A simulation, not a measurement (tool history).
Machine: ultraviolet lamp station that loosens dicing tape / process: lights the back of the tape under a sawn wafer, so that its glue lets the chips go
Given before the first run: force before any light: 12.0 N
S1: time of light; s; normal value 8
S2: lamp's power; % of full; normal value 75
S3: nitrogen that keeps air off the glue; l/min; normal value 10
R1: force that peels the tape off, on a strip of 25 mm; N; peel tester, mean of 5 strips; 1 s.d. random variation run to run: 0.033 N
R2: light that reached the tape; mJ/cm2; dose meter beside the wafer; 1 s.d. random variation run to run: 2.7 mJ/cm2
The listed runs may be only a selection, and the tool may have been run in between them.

run	hour	S1	S2	S3	R1	R2
1	0.0	8	75	10	1.749	347
2	35.9	8	75	10	1.781	347
3	63.7	8	75	10	1.854	342
4	107.8	8	75	10	1.773	343
5	153.3	8	75	10	1.842	339
6	183.1	8	75	10	1.827	336
7	231.8	11	75	9	1.107	456
8	277.2	8	76	11	1.827	329

Run 9 is up next; what results do you expect?
9	333.0	8	76	11	?	?

{"run 9": {"R1": 1.95, "R2": 328}}
If the tool had no hidden condition, the same run with the same run-to-run variation would have returned R1 1.579 N, R2 369 mJ/cm2.
